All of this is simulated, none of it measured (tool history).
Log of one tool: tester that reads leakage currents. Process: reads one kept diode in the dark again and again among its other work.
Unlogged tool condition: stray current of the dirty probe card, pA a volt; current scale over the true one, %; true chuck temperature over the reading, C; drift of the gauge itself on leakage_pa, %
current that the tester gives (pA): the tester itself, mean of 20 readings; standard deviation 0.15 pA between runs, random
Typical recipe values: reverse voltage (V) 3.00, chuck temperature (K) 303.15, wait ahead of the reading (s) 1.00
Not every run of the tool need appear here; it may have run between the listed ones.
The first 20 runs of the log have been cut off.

run,hour,reverse voltage (V),chuck temperature (K),wait ahead of the reading (s),hours of work since the probe card was cleaned,hours of work since the tester was calibrated,hours of work since the chuck was calibrated,current that the tester gives (pA)
21,1110.5,3.00,319.15,1.00,171,1796,265,168.14
22,1154.7,13.38,301.15,7.99,195,1820,288,94.58
23,1198.9,1.71,310.15,7.99,219,1843,312,59.61
24,1255.1,2.68,321.15,1.00,250,1874,343,183.02
25,1326.5,2.68,321.15,1.00,288,1912,381,182.48
26,1360.4,2.68,325.15,1.00,307,1931,400,247.35
27,1393.0,2.68,325.15,1.00,324,1948,417,243.85
28,1463.0,3.53,302.15,0.37,362,1986,455,48.07
29,1509.4,12.80,310.15,1.98,387,2011,480,193.66
30,1556.9,12.80,310.15,1.98,413,2037,506,193.49
31,1624.2,1.37,310.15,1.12,449,2073,542,52.37
32,1663.6,1.37,310.15,1.12,470,2095,564,52.60
33,1720.4,1.42,308.15,2.59,501,2125,594,45.24
34,1787.1,8.31,303.15,3.88,537,2161,630,86.44
35,1834.2,8.31,303.15,3.88,563,2187,656,86.81
36,1895.7,18.07,303.15,1.42,596,2220,689,140.15

Expected results for the next run?
37,1954.3,11.28,304.15,1.42,627,2252,721,?

{"run 37": {"current that the tester gives (pA)": 113.59}}
Without the tool's hidden state the same run would have given current that the tester gives (pA) 107.25.

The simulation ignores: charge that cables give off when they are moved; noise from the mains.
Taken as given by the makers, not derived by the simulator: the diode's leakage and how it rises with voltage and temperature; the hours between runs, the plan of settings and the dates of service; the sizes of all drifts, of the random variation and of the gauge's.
